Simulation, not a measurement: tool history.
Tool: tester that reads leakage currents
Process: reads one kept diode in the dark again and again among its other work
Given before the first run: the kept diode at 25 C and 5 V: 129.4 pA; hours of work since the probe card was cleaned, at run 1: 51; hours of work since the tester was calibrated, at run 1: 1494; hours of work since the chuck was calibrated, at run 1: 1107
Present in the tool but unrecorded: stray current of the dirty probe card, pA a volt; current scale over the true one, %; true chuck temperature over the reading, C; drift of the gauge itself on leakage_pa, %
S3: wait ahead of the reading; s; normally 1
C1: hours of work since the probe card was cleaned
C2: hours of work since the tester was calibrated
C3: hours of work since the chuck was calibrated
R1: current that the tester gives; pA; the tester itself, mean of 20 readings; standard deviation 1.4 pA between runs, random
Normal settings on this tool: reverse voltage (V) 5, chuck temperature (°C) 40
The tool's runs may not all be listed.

{"run": 1, "hour": 0.0, "reverse voltage (V)": 5, "chuck temperature (°C)": 40, "S3": 1, "C1": 51, "C2": 1494, "C3": 1107, "R1": 480.42}
{"run": 2, "hour": 112.0, "reverse voltage (V)": 5, "chuck temperature (°C)": 40, "S3": 1, "C1": 96, "C2": 1539, "C3": 1151, "R1": 479.29}
{"run": 3, "hour": 205.5, "reverse voltage (V)": 5, "chuck temperature (°C)": 38, "S3": 1, "C1": 133, "C2": 1577, "C3": 1189, "R1": 405.45}
{"run": 4, "hour": 300.5, "reverse voltage (V)": 5, "chuck temperature (°C)": 38, "S3": 1, "C1": 171, "C2": 1615, "C3": 1227, "R1": 406.66}
{"run": 5, "hour": 387.0, "reverse voltage (V)": 5, "chuck temperature (°C)": 40, "S3": 1, "C1": 206, "C2": 1649, "C3": 1262, "R1": 479.83}
{"run": 6, "hour": 462.2, "reverse voltage (V)": 5, "chuck temperature (°C)": 40, "S3": 1, "C1": 236, "C2": 1680, "C3": 1292, "R1": 478.47}
{"run": 7, "hour": 638.9, "reverse voltage (V)": 5, "chuck temperature (°C)": 40, "S3": 1, "C1": 307, "C2": 1750, "C3": 1362, "R1": 479.66}
{"run": 8, "hour": 714.6, "reverse voltage (V)": 5, "chuck temperature (°C)": 40, "S3": 1, "C1": 337, "C2": 1781, "C3": 1393, "R1": 480.19}
{"run": 9, "hour": 869.1, "reverse voltage (V)": 5, "chuck temperature (°C)": 40, "S3": 1, "C1": 399, "C2": 1842, "C3": 1454, "R1": 483.6}

What does the tool deliver on the next run?
{"run": 10, "hour": 956.4, "reverse voltage (V)": 5, "chuck temperature (°C)": 40, "S3": 1, "C1": 434, "C2": 1877, "C3": 1489, "R1": "?"}

R1: 481.35 pA
Minus the tool's unlogged condition, the same run would have read R1 480.94 pA.
